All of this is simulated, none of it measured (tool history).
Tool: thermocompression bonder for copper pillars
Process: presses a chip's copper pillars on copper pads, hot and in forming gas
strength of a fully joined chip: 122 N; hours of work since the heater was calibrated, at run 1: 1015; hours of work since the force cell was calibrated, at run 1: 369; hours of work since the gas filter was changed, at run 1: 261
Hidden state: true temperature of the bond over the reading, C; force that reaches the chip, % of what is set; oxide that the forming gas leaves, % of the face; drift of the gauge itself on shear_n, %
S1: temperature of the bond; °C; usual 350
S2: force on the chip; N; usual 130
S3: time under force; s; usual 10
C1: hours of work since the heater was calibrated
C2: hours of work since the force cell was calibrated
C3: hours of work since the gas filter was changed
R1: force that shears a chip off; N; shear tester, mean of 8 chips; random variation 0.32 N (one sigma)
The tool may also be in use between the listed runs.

Run 1, hour 0.0: usual settings; C1 1015; C2 369; C3 261. Result: R1 42.9 N.
Run 2, hour 9.2: usual settings; C1 1021; C2 375; C3 267. Result: R1 43.2 N.
Run 3, hour 20.6: usual settings; C1 1028; C2 382; C3 274. Result: R1 42.6 N.
Run 4, hour 36.7: usual settings; C1 1039; C2 392; C3 285. Result: R1 43.2 N.
Run 5, hour 46.7: usual settings; C1 1045; C2 399; C3 291. Result: R1 43.1 N.
Run 6, hour 55.5: usual settings; C1 1050; C2 404; C3 297. Result: R1 43.1 N.
Run 7, hour 63.9: usual settings; C1 1056; C2 410; C3 302. Result: R1 42.6 N.
Run 8, hour 72.3: usual settings; C1 1061; C2 415; C3 307. Result: R1 42.2 N.
Run 9, hour 89.6: usual settings; C1 1072; C2 426; C3 318. Result: R1 42.5 N.
Run 10, hour 103.3: usual settings; C1 1081; C2 435; C3 327. Result: R1 42.2 N.
Run 11, hour 118.7: usual settings; C1 1091; C2 445; C3 337. Result: R1 42.7 N.
Run 12, hour 134.3: usual settings but S1 326 °C; C1 1101; C2 454; C3 347. Result: R1 31.7 N.
Run 13, hour 147.6: usual settings; C1 1109; C2 463; C3 355. Result: R1 42.9 N.
Run 14, hour 160.8: usual settings but S1 339 °C; C1 1118; C2 471; C3 364. Result: R1 37.1 N.
Run 15, hour 175.3: usual settings but S1 339 °C; C1 1127; C2 481; C3 373. Result: R1 37.7 N.
Run 16, hour 188.3: usual settings but S3 29 s; C1 1135; C2 489; C3 381. Result: R1 61.3 N.
Run 17, hour 204.0: usual settings but S2 99 N, S3 29 s; C1 1145; C2 499; C3 391. Result: R1 52.1 N.
Run 18, hour 217.5: usual settings but S2 99 N, S3 29 s; C1 1154; C2 508; C3 400. Result: R1 52.3 N.
Run 19, hour 231.0: usual settings but S2 99 N, S3 29 s; C1 1163; C2 516; C3 409. Result: R1 52.6 N.
Run 20, hour 248.0: usual settings but S2 94 N, S3 29 s; C1 1173; C2 527; C3 420. Result: R1 50.7 N.
Run 21, hour 257.9: usual settings but S3 19 s; C1 1180; C2 533; C3 426. Result: R1 52.4 N.
Run 22, hour 268.3: usual settings but S1 347 °C, S2 89 N, S3 7 s; C1 1186; C2 540; C3 433. Result: R1 26.5 N.
At hour 273.8: forming gas filter changed.
Run 23, hour 284.9: usual settings but S1 347 °C, S2 89 N, S3 7 s; C1 1197; C2 550; C3 7. Result: R1 29.8 N.
Run 24, hour 295.7: usual settings but S2 133 N; C1 1203; C2 557; C3 14. Result: R1 47.1 N.
Run 25, hour 305.6: usual settings but S1 372 °C, S3 21 s; C1 1210; C2 564; C3 20. Result: R1 74.3 N.
Run 26, hour 321.7: usual settings but S1 372 °C, S3 21 s; C1 1220; C2 574; C3 31. Result: R1 73.7 N.
Run 27, hour 334.9: usual settings but S1 372 °C, S3 21 s; C1 1229; C2 582; C3 39. Result: R1 73.9 N.
Run 28, hour 350.3: usual settings but S1 376 °C, S3 29 s; C1 1238; C2 592; C3 49. Result: R1 82.0 N.

Forecast run 29:
Run 29, hour 362.6: usual settings but S2 162 N, S3 5 s; C1 1246; C2 600; C3 57. Result: R1 ?.

R1: 41.0 N
Without the tool's hidden state the same run would have given R1 38.8 N.
